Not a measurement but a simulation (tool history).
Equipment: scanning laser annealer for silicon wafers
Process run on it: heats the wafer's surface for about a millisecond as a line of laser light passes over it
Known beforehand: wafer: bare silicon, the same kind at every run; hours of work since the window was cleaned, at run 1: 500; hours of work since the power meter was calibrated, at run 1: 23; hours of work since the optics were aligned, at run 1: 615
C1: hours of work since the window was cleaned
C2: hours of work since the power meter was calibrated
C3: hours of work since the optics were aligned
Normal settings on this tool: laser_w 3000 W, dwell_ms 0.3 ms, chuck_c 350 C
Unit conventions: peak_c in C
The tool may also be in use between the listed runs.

run 1 hour=0 | laser_w=3000 dwell_ms=0.3 chuck_c=350 | C1=500 C2=23 C3=615 | peak_c=1065
run 2 hour=20.1 | laser_w=3299 dwell_ms=0.3 chuck_c=350 | C1=512 C2=35 C3=627 | peak_c=1135
run 3 hour=37 | laser_w=3000 dwell_ms=0.3 chuck_c=350 | C1=523 C2=46 C3=638 | peak_c=1068
run 4 hour=51.5 | laser_w=3000 dwell_ms=0.3 chuck_c=350 | C1=532 C2=55 C3=647 | peak_c=1066
run 5 hour=77.4 | laser_w=3000 dwell_ms=0.3 chuck_c=350 | C1=548 C2=71 C3=663 | peak_c=1066
run 6 hour=95.7 | laser_w=3000 dwell_ms=0.3 chuck_c=350 | C1=560 C2=83 C3=675 | peak_c=1066
run 7 hour=118.7 | laser_w=3000 dwell_ms=0.3 chuck_c=353 | C1=574 C2=97 C3=689 | peak_c=1072
run 8 hour=143.8 | laser_w=3000 dwell_ms=0.3 chuck_c=350 | C1=590 C2=113 C3=705 | peak_c=1064
run 9 hour=162.6 | laser_w=3000 dwell_ms=0.34 chuck_c=350 | C1=602 C2=125 C3=717 | peak_c=1113
run 10 hour=177.7 | laser_w=2627 dwell_ms=0.34 chuck_c=350 | C1=611 C2=134 C3=726 | peak_c=1028
run 11 hour=194.7 | laser_w=3000 dwell_ms=0.3 chuck_c=350 | C1=622 C2=145 C3=737 | peak_c=1064
run 12 hour=223 | laser_w=3000 dwell_ms=0.3 chuck_c=350 | C1=640 C2=163 C3=755 | peak_c=1065
run 13 hour=240.4 | laser_w=3000 dwell_ms=0.3 chuck_c=325 | C1=651 C2=174 C3=765 | peak_c=1040
run 14 hour=266.6 | laser_w=3000 dwell_ms=0.3 chuck_c=325 | C1=667 C2=190 C3=782 | peak_c=1035
run 15 hour=294.4 | laser_w=3000 dwell_ms=0.3 chuck_c=325 | C1=684 C2=208 C3=799 | peak_c=1036
run 16 hour=322.2 | laser_w=3000 dwell_ms=0.3 chuck_c=350 | C1=702 C2=225 C3=817 | peak_c=1062
run 17 hour=337.8 | laser_w=3000 dwell_ms=0.3 chuck_c=350 | C1=712 C2=235 C3=827 | peak_c=1063
run 18 hour=350.2 | laser_w=3000 dwell_ms=0.3 chuck_c=350 | C1=719 C2=243 C3=834 | peak_c=1060
run 19 hour=372.5 | laser_w=3000 dwell_ms=0.3 chuck_c=350 | C1=733 C2=257 C3=848 | peak_c=1063
run 20 hour=385.1 | laser_w=3000 dwell_ms=0.3 chuck_c=341 | C1=741 C2=264 C3=856 | peak_c=1054
run 21 hour=403.3 | laser_w=3194 dwell_ms=0.214 chuck_c=341 | C1=753 C2=276 C3=868 | peak_c=970
-- hour=406.8 window over the wafer cleaned
run 22 hour=422.5 | laser_w=3194 dwell_ms=0.214 chuck_c=341 | C1=10 C2=287 C3=879 | peak_c=977
run 23 hour=437.9 | laser_w=2561 dwell_ms=0.239 chuck_c=350 | C1=20 C2=296 C3=888 | peak_c=904
run 24 hour=466.6 | laser_w=2561 dwell_ms=0.239 chuck_c=350 | C1=38 C2=314 C3=906 | peak_c=902
run 25 hour=482 | laser_w=2561 dwell_ms=0.239 chuck_c=350 | C1=47 C2=324 C3=916 | peak_c=902
run 26 hour=494.1 | laser_w=2561 dwell_ms=0.239 chuck_c=350 | C1=55 C2=332 C3=923 | peak_c=905
run 27 hour=506.2 | laser_w=2911 dwell_ms=0.3 chuck_c=350 | C1=62 C2=339 C3=931 | peak_c=1052
run 28 hour=525.2 | laser_w=2949 dwell_ms=0.24 chuck_c=350 | C1=74 C2=351 C3=943 | peak_c=981
run 29 hour=538.7 | laser_w=3140 dwell_ms=0.222 chuck_c=343 | C1=83 C2=360 C3=951 | peak_c=981
run 30 hour=560.7 | laser_w=3000 dwell_ms=0.3 chuck_c=310 | C1=97 C2=373 C3=965 | peak_c=1033
run 31 hour=587.2 | laser_w=3230 dwell_ms=0.269 chuck_c=373 | C1=113 C2=390 C3=982 | peak_c=1099
run 32 hour=601.7 | laser_w=3230 dwell_ms=0.269 chuck_c=373 | C1=122 C2=399 C3=991 | peak_c=1100
run 33 hour=628.9 | laser_w=2599 dwell_ms=0.3 chuck_c=350 | C1=139 C2=416 C3=1008 | peak_c=981
run 34 hour=646.8 | laser_w=2599 dwell_ms=0.262 chuck_c=350 | C1=151 C2=427 C3=1019 | peak_c=941
run 35 hour=662.9 | laser_w=3000 dwell_ms=0.348 chuck_c=353 | C1=161 C2=437 C3=1029 | peak_c=1128
run 36 hour=681.5 | laser_w=3114 dwell_ms=0.271 chuck_c=323 | C1=172 C2=449 C3=1041 | peak_c=1029
run 37 hour=706.1 | laser_w=2970 dwell_ms=0.235 chuck_c=386 | C1=188 C2=465 C3=1057 | peak_c=1008
run 38 hour=732.6 | laser_w=2768 dwell_ms=0.319 chuck_c=386 | C1=205 C2=481 C3=1073 | peak_c=1072
run 39 hour=751.6 | laser_w=2939 dwell_ms=0.282 chuck_c=350 | C1=216 C2=493 C3=1085 | peak_c=1028
run 40 hour=764.8 | laser_w=2939 dwell_ms=0.282 chuck_c=350 | C1=225 C2=501 C3=1093 | peak_c=1032

Hidden state at the last listed run before each entry between runs and at the first one after, where it differs:
In the gap between runs 21 and 22: window over the wafer cleaned (hour 406.8)
  light that passes the window, % of a clean one's: 97.78 -> 99.43; width of the line over the set one, %: 1.68 -> 1.7
  the result without the hidden state subtracted from the measured one, peak_c: -19 -> -9 C

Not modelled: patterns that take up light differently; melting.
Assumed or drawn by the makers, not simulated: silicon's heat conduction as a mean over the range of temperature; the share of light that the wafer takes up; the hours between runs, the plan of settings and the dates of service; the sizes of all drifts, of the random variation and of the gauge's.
